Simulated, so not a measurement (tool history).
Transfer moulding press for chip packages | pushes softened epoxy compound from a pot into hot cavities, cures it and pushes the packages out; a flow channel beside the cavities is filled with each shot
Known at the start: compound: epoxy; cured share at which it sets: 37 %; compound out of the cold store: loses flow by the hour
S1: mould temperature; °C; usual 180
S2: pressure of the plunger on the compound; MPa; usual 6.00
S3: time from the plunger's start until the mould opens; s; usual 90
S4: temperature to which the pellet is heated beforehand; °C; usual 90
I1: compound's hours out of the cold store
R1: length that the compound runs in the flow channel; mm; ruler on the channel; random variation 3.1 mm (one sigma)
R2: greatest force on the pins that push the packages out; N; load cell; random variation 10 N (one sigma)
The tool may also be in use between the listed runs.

Run 1, hour 0.0: usual settings; I1 15.2. Result: R1 585 mm, R2 495 N.
Run 2, hour 62.2: usual settings; I1 28.0. Result: R1 559 mm, R2 527 N.
Run 3, hour 116.6: usual settings; I1 14.5. Result: R1 571 mm, R2 562 N.
Run 4, hour 171.1: usual settings but S2 4.53 MPa; I1 24.8. Result: R1 474 mm, R2 520 N.
Run 5, hour 237.9: usual settings; I1 17.3. Result: R1 620 mm, R2 591 N.
Run 6, hour 309.7: usual settings; I1 31.2. Result: R1 588 mm, R2 652 N.
Run 7, hour 365.3: usual settings; I1 10.0. Result: R1 613 mm, R2 675 N.
Run 8, hour 405.1: usual settings but S2 6.45 MPa; I1 23.8. Result: R1 605 mm, R2 497 N.
Run 9, hour 466.8: usual settings; I1 42.9. Result: R1 550 mm, R2 543 N.
Run 10, hour 543.0: usual settings; I1 14.7. Result: R1 573 mm, R2 729 N.
Run 11, hour 588.3: usual settings; I1 36.8. Result: R1 537 mm, R2 586 N.
Run 12, hour 669.0: usual settings but S4 83 °C; I1 11.7. Result: R1 556 mm, R2 781 N.
Run 13, hour 739.5: usual settings but S3 82 s; I1 17.7. Result: R1 615 mm, R2 983 N.
Run 14, hour 779.3: usual settings but S3 82 s; I1 14.8. Result: R1 615 mm, R2 900 N.
Run 15, hour 820.9: usual settings but S3 82 s; I1 13.0. Result: R1 603 mm, R2 736 N.
Run 16, hour 874.3: usual settings but S2 4.66 MPa, S3 82 s; I1 19.6. Result: R1 524 mm, R2 628 N.
Run 17, hour 951.6: usual settings but S2 4.66 MPa, S3 82 s; I1 11.2. Result: R1 524 mm, R2 792 N.
Run 18, hour 1008.9: usual settings but S2 4.66 MPa, S3 82 s; I1 16.4. Result: R1 508 mm, R2 701 N.
Run 19, hour 1066.7: usual settings but S2 4.66 MPa, S3 82 s; I1 29.5. Result: R1 488 mm, R2 710 N.
Run 20, hour 1124.5: usual settings but S1 176 °C, S2 5.95 MPa, S3 101 s, S4 98 °C; I1 44.9. Result: R1 535 mm, R2 566 N.
Run 21, hour 1212.5: usual settings but S1 181 °C, S2 5.12 MPa; I1 46.4. Result: R1 527 mm, R2 692 N.
Run 22, hour 1250.4: usual settings but S1 181 °C, S2 5.12 MPa; I1 38.5. Result: R1 539 mm, R2 665 N.
Run 23, hour 1300.5: usual settings but S1 181 °C, S2 5.12 MPa, S4 83 °C; I1 17.7. Result: R1 558 mm, R2 617 N.
Run 24, hour 1347.3: usual settings but S1 187 °C, S2 5.12 MPa, S3 93 s, S4 99 °C; I1 22.1. Result: R1 533 mm, R2 441 N.
Run 25, hour 1390.1: usual settings but S1 188 °C, S2 5.12 MPa, S3 93 s, S4 99 °C; I1 17.4. Result: R1 537 mm, R2 594 N.

Not shown: 27 entries that the log had between the listed runs. Between which runs, and how does the tool's hidden state differ before and after?
Between runs 1 and 2: cavities cleaned with cleaning compound and waxed (hour 57.8)
  true mould temperature over the reading, C: -0.27 -> -0.32; pressure that reaches the compound, % of what is set: 86.86 -> 84.16; grip of the stained cavities, % over clean ones': 2.4 -> 9.9
  measured less the result without the state, R1: -42 -> -50 mm; R2: +19 -> +56 N
Between runs 2 and 3: cavities cleaned with cleaning compound and waxed (hour 113.2)
  true mould temperature over the reading, C: -0.32 -> -0.36; pressure that reaches the compound, % of what is set: 84.16 -> 81.44; grip of the stained cavities, % over clean ones': 9.9 -> 12.2
  measured less the result without the state, R1: -50 -> -61 mm; R2: +56 -> +71 N
Between runs 3 and 4: cavities cleaned with cleaning compound and waxed (hour 168.4)
  true mould temperature over the reading, C: -0.36 -> -0.41; pressure that reaches the compound, % of what is set: 81.44 -> 78.9; grip of the stained cavities, % over clean ones': 12.2 -> 8.3
  measured less the result without the state, R1: -61 -> -59 mm; R2: +71 -> +50 N
Between runs 4 and 5: plunger's sealing rings changed (hour 198.8); cavities cleaned with cleaning compound and waxed (hour 227.8)
  true mould temperature over the reading, C: -0.41 -> -0.45; pressure that reaches the compound, % of what is set: 78.9 -> 97.66; grip of the stained cavities, % over clean ones': 8.3 -> 22.2
  measured less the result without the state, R1: -59 -> -7 mm; R2: +50 -> +118 N
Between runs 5 and 6: cavities cleaned with cleaning compound and waxed (hour 288.5)
  true mould temperature over the reading, C: -0.45 -> -0.51; pressure that reaches the compound, % of what is set: 97.66 -> 94.24; grip of the stained cavities, % over clean ones': 22.2 -> 37.6
  measured less the result without the state, R1: -7 -> -17 mm; R2: +118 -> +192 N
Between runs 6 and 7: cavities cleaned with cleaning compound and waxed (hour 345.3)
  true mould temperature over the reading, C: -0.51 -> -0.55; pressure that reaches the compound, % of what is set: 94.24 -> 91.56; grip of the stained cavities, % over clean ones': 37.6 -> 41.6
  measured less the result without the state, R1: -17 -> -27 mm; R2: +192 -> +213 N
Between runs 7 and 8: cavities cleaned with cleaning compound and waxed (hour 404.7)
  true mould temperature over the reading, C: -0.55 -> -0.58; pressure that reaches the compound, % of what is set: 91.56 -> 89.81; grip of the stained cavities, % over clean ones': 41.6 -> 2.6
  measured less the result without the state, R1: -27 -> -32 mm; R2: +213 -> +27 N
Between runs 8 and 9: cavities cleaned with cleaning compound and waxed (hour 459.8)
  true mould temperature over the reading, C: -0.58 -> -0.62; pressure that reaches the compound, % of what is set: 89.81 -> 86.69; grip of the stained cavities, % over clean ones': 2.6 -> 17.6
  measured less the result without the state, R1: -32 -> -40 mm; R2: +27 -> +96 N
Between runs 9 and 10: cavities cleaned with cleaning compound and waxed (hour 519.6)
  true mould temperature over the reading, C: -0.62 -> -0.67; pressure that reaches the compound, % of what is set: 86.69 -> 82.92; grip of the stained cavities, % over clean ones': 17.6 -> 46.5
  measured less the result without the state, R1: -40 -> -55 mm; R2: +96 -> +249 N
Between runs 10 and 11: cavities cleaned with cleaning compound and waxed (hour 579.3)
  true mould temperature over the reading, C: -0.67 -> -0.71; pressure that reaches the compound, % of what is set: 82.92 -> 80.57; grip of the stained cavities, % over clean ones': 46.5 -> 20
  measured less the result without the state, R1: -55 -> -60 mm; R2: +249 -> +115 N
Between runs 11 and 12: cavities cleaned with cleaning compound and waxed (hour 637.0)
  true mould temperature over the reading, C: -0.71 -> -0.77; pressure that reaches the compound, % of what is set: 80.57 -> 76.87; grip of the stained cavities, % over clean ones': 20 -> 54.7
  measured less the result without the state, R1: -60 -> -77 mm; R2: +115 -> +296 N
Between runs 12 and 13: plunger's sealing rings changed (hour 676.5); cavities cleaned with cleaning compound and waxed (hour 699.2)
  true mould temperature over the reading, C: -0.77 -> -0.81; pressure that reaches the compound, % of what is set: 76.87 -> 96.65; grip of the stained cavities, % over clean ones': 54.7 -> 62.9
  measured less the result without the state, R1: -77 -> -10 mm; R2: +296 -> +409 N
Between runs 13 and 14: cavities cleaned with cleaning compound and waxed (hour 753.9)
  true mould temperature over the reading, C: -0.81 -> -0.84; pressure that reaches the compound, % of what is set: 96.65 -> 94.75; grip of the stained cavities, % over clean ones': 62.9 -> 47.1
  measured less the result without the state, R1: -10 -> -16 mm; R2: +409 -> +322 N
Between runs 14 and 15: cavities cleaned with cleaning compound and waxed (hour 812.6)
  true mould temperature over the reading, C: -0.84 -> -0.87; pressure that reaches the compound, % of what is set: 94.75 -> 92.76; grip of the stained cavities, % over clean ones': 47.1 -> 17.6
  measured less the result without the state, R1: -16 -> -22 mm; R2: +322 -> +146 N
Between runs 15 and 16: cavities cleaned with cleaning compound and waxed (hour 872.6)
  true mould temperature over the reading, C: -0.87 -> -0.91; pressure that reaches the compound, % of what is set: 92.76 -> 90.53; grip of the stained cavities, % over clean ones': 17.6 -> 5
  measured less the result without the state, R1: -22 -> -26 mm; R2: +146 -> +65 N
Between runs 16 and 17: mould's thermocouples calibrated (hour 893.1); cavities cleaned with cleaning compound and waxed (hour 934.0)
  true mould temperature over the reading, C: -0.91 -> 0.49; pressure that reaches the compound, % of what is set: 90.53 -> 87.25; grip of the stained cavities, % over clean ones': 5 -> 40.2
  measured less the result without the state, R1: -26 -> -37 mm; R2: +65 -> +208 N
Between runs 17 and 18: cavities cleaned with cleaning compound and waxed (hour 994.8)
  true mould temperature over the reading, C: 0.49 -> 0.44; pressure that reaches the compound, % of what is set: 87.25 -> 85.03; grip of the stained cavities, % over clean ones': 40.2 -> 32.3
  measured less the result without the state, R1: -37 -> -43 mm; R2: +208 -> +155 N
Between runs 18 and 19: cavities cleaned with cleaning compound and waxed (hour 1053.2)
  true mould temperature over the reading, C: 0.44 -> 0.4; pressure that reaches the compound, % of what is set: 85.03 -> 82.45; grip of the stained cavities, % over clean ones': 32.3 -> 30
  measured less the result without the state, R1: -43 -> -49 mm; R2: +155 -> +149 N
Between runs 19 and 20: cavities cleaned with cleaning compound and waxed (hour 1109.2)
  true mould temperature over the reading, C: 0.4 -> 0.36; pressure that reaches the compound, % of what is set: 82.45 -> 79.82; grip of the stained cavities, % over clean ones': 30 -> 30.1
  measured less the result without the state, R1: -49 -> -63 mm; R2: +149 -> +124 N
Between runs 20 and 21: plunger's sealing rings changed (hour 1155.3); cavities cleaned with cleaning compound and waxed (hour 1167.1)
  true mould temperature over the reading, C: 0.36 -> 0.29; pressure that reaches the compound, % of what is set: 79.82 -> 97.32; grip of the stained cavities, % over clean ones': 30.1 -> 65.6
  measured less the result without the state, R1: -63 -> -7 mm; R2: +124 -> +270 N
Between runs 21 and 22: cavities cleaned with cleaning compound and waxed (hour 1221.7)
  true mould temperature over the reading, C: 0.29 -> 0.26; pressure that reaches the compound, % of what is set: 97.32 -> 95.51; grip of the stained cavities, % over clean ones': 65.6 -> 52
  measured less the result without the state, R1: -7 -> -12 mm; R2: +270 -> +222 N
Between runs 22 and 23: cavities cleaned with cleaning compound and waxed (hour 1279.2)
  true mould temperature over the reading, C: 0.26 -> 0.23; pressure that reaches the compound, % of what is set: 95.51 -> 93.13; grip of the stained cavities, % over clean ones': 52 -> 39.2
  measured less the result without the state, R1: -12 -> -21 mm; R2: +222 -> +168 N
Between runs 23 and 24: cavities cleaned with cleaning compound and waxed (hour 1339.2)
  true mould temperature over the reading, C: 0.23 -> 0.2; pressure that reaches the compound, % of what is set: 93.13 -> 91.26; grip of the stained cavities, % over clean ones': 39.2 -> 22.7
  measured less the result without the state, R1: -21 -> -25 mm; R2: +168 -> +81 N
